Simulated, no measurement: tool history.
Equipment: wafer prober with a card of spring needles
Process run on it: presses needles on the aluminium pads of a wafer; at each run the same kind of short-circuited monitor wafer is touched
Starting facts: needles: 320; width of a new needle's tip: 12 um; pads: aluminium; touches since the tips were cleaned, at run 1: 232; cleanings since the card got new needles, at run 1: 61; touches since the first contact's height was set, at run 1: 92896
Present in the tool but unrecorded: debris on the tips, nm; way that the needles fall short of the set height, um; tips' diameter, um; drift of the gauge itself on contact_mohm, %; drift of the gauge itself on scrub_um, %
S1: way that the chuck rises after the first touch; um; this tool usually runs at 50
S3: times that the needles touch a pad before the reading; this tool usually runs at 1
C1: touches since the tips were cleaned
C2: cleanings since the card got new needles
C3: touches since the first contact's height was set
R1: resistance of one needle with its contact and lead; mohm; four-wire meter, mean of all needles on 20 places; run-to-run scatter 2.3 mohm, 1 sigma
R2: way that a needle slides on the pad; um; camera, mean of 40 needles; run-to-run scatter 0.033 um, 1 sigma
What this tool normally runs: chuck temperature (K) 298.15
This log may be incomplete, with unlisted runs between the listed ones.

run 1 day=0 | S1=50 chuck_temperature_(K)=298.15 S3=1 | C1=232 C2=61 C3=92896 | R1=253 R2=12.79
-- day=0.304 tips cleaned on abrasive film
-- day=0.683 tips cleaned on abrasive film
run 2 day=0.779 | S1=50 chuck_temperature_(K)=298.15 S3=1 | C1=1483 C2=63 C3=104758 | R1=255 R2=12.78
-- day=1.008 tips cleaned on abrasive film
-- day=1.388 tips cleaned on abrasive film
-- day=1.767 tips cleaned on abrasive film
run 3 day=1.867 | S1=50 chuck_temperature_(K)=298.15 S3=2 | C1=1526 C2=66 C3=121342 | R1=254 R2=12.79
-- day=2.029 height of the first contact set anew
-- day=2.108 tips cleaned on abrasive film
-- day=2.412 tips cleaned on abrasive film
-- day=2.792 tips cleaned on abrasive film
-- day=3.096 tips cleaned on abrasive film
run 4 day=3.15 | S1=50 chuck_temperature_(K)=298.15 S3=2 | C1=825 C2=70 C3=17041 | R1=258 R2=12.77
-- day=3.454 tips cleaned on abrasive film
-- day=3.758 tips cleaned on abrasive film
-- day=4.142 tips cleaned on abrasive film
-- day=4.479 tips cleaned on abrasive film
run 5 day=4.479 | S1=60 chuck_temperature_(K)=298.15 S3=1 | C1=0 C2=74 C3=37249 | R1=249 R2=15.29
-- day=4.858 tips cleaned on abrasive film
-- day=5.233 tips cleaned on abrasive film
-- day=5.617 tips cleaned on abrasive film
run 6 day=5.862 | S1=50 chuck_temperature_(K)=298.15 S3=1 | C1=3800 C2=77 C3=58386 | R1=257 R2=12.7
-- day=5.942 tips cleaned on abrasive film
-- day=6.321 tips cleaned on abrasive film
-- day=6.696 tips cleaned on abrasive film
run 7 day=6.746 | S1=50 chuck_temperature_(K)=298.15 S3=1 | C1=732 C2=80 C3=71800 | R1=253 R2=12.79
-- day=7.05 tips cleaned on abrasive film
-- day=7.429 tips cleaned on abrasive film
run 8 day=7.675 | S1=50 chuck_temperature_(K)=298.15 S3=1 | C1=3818 C2=82 C3=86043 | R1=252 R2=12.75
-- day=7.754 tips cleaned on abrasive film
-- day=8.138 tips cleaned on abrasive film
-- day=8.479 tips cleaned on abrasive film
run 9 day=8.479 | S1=34 chuck_temperature_(K)=347.15 S3=1 | C1=0 C2=85 C3=98202 | R1=277 R2=8.69
-- day=8.858 tips cleaned on abrasive film
-- day=9.238 tips cleaned on abrasive film
-- day=9.617 tips cleaned on abrasive film
run 10 day=9.758 | S1=32 chuck_temperature_(K)=308.15 S3=1 | C1=2148 C2=88 C3=117723 | R1=264 R2=8.15
-- day=9.983 tips cleaned on abrasive film
-- day=10.142 height of the first contact set anew
-- day=10.371 tips cleaned on abrasive film
-- day=10.75 tips cleaned on abrasive film
-- day=11.129 tips cleaned on abrasive film
-- day=11.504 tips cleaned on abrasive film
run 11 day=11.529 | S1=32 chuck_temperature_(K)=308.15 S3=1 | C1=342 C2=93 C3=21111 | R1=265 R2=8.17
-- day=11.833 tips cleaned on abrasive film
-- day=12.138 tips cleaned on abrasive film
-- day=12.512 tips cleaned on abrasive film
-- day=12.892 tips cleaned on abrasive film
-- day=13.271 tips cleaned on abrasive film
run 12 day=13.304 | S1=32 chuck_temperature_(K)=308.15 S3=1 | C1=510 C2=98 C3=48206 | R1=262 R2=8.14
-- day=13.608 tips cleaned on abrasive film
-- day=13.992 tips cleaned on abrasive film
-- day=14.371 tips cleaned on abrasive film
-- day=14.708 tips cleaned on abrasive film
run 13 day=14.708 | S1=32 chuck_temperature_(K)=308.15 S3=1 | C1=0 C2=102 C3=69546 | R1=260 R2=8.12
-- day=15.088 tips cleaned on abrasive film
-- day=15.467 tips cleaned on abrasive film
run 14 day=15.5 | S1=60 chuck_temperature_(K)=305.15 S3=2 | C1=544 C2=104 C3=81673 | R1=254 R2=15.32
-- day=15.804 tips cleaned on abrasive film
-- day=16.188 tips cleaned on abrasive film
-- day=16.492 tips cleaned on abrasive film
-- day=16.871 tips cleaned on abrasive film
-- day=17.175 tips cleaned on abrasive film
run 15 day=17.204 | S1=31 chuck_temperature_(K)=298.15 S3=2 | C1=440 C2=109 C3=107597 | R1=263 R2=7.93

What if the next run were any one of these 3? Each begins from the tool's condition after run 15:
-- day=17.508 tips cleaned on abrasive film
-- day=17.812 tips cleaned on abrasive film
-- day=18.192 tips cleaned on abrasive film
-- day=18.279 height of the first contact set anew
-- day=18.583 tips cleaned on abrasive film
run A day=18.846 | S1=42 chuck_temperature_(K)=298.15 S3=2 | C1=4031 C2=113 C3=8665 | R1=? R2=?
-- day=17.508 tips cleaned on abrasive film
-- day=17.812 tips cleaned on abrasive film
-- day=18.192 tips cleaned on abrasive film
-- day=18.279 height of the first contact set anew
-- day=18.583 tips cleaned on abrasive film
run B day=18.846 | S1=50 chuck_temperature_(K)=344.15 S3=1 | C1=4031 C2=113 C3=8665 | R1=? R2=?
-- day=17.508 tips cleaned on abrasive film
-- day=17.812 tips cleaned on abrasive film
-- day=18.192 tips cleaned on abrasive film
-- day=18.279 height of the first contact set anew
-- day=18.583 tips cleaned on abrasive film
run C day=18.846 | S1=55 chuck_temperature_(K)=317.15 S3=2 | C1=4031 C2=113 C3=8665 | R1=? R2=?

run=A R1=258 R2=10.69
run=B R1=267 R2=12.75
run=C R1=261 R2=14.08
With no hidden state in the tool, these same runs would have given:
run=A R1=258 R2=10.69
run=B R1=267 R2=12.75
run=C R1=261 R2=14.08

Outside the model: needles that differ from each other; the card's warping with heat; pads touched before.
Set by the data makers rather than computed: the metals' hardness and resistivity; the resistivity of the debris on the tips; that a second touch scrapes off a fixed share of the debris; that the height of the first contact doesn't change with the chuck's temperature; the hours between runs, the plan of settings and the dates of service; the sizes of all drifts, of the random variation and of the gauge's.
